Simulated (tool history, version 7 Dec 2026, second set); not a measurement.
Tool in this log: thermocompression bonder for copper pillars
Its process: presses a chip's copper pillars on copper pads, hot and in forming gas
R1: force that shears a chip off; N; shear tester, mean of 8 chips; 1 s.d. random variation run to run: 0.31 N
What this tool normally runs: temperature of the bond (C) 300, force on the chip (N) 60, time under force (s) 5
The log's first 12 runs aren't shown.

Run 13, hour 306.9: usual settings. Result: R1 80.1 N.
Run 14, hour 341: usual settings. Result: R1 80.4 N.
Run 15, hour 361.4: usual settings. Result: R1 80.3 N.
Run 16, hour 385.8: usual settings. Result: R1 80.1 N.
Run 17, hour 407.5: usual settings. Result: R1 79.5 N.
Run 18, hour 427.9: usual settings. Result: R1 79.5 N.
Run 19, hour 446.2: usual settings. Result: R1 79.6 N.
Run 20, hour 478: usual settings. Result: R1 79.6 N.
Run 21, hour 512.5: usual settings but temperature of the bond (C) 317, force on the chip (N) 85, time under force (s) 6. Result: R1 106.6 N.
Run 22, hour 535: usual settings but temperature of the bond (C) 298, force on the chip (N) 47. Result: R1 69.7 N.
At hour 540.4: forming gas filter changed.
Run 23, hour 569: usual settings but temperature of the bond (C) 298, force on the chip (N) 47. Result: R1 76 N.
Run 24, hour 602.5: usual settings but temperature of the bond (C) 298, force on the chip (N) 47. Result: R1 75.5 N.
Run 25, hour 621: usual settings but temperature of the bond (C) 307, force on the chip (N) 47, time under force (s) 10. Result: R1 100.6 N.
Run 26, hour 654.2: usual settings but force on the chip (N) 47. Result: R1 77.6 N.
Run 27, hour 672.9: usual settings but force on the chip (N) 47. Result: R1 76.8 N.
Run 28, hour 694.1: usual settings but temperature of the bond (C) 272, force on the chip (N) 80. Result: R1 68.7 N.

Expected results for the next run?
Run 29, hour 723.2: usual settings but temperature of the bond (C) 293, force on the chip (N) 65, time under force (s) 10. Result: R1 ?.

{"run 29": {"R1": 99.1}}
Were there no unlogged condition in the tool, this run, its random variation unchanged, would have produced R1 96 N.
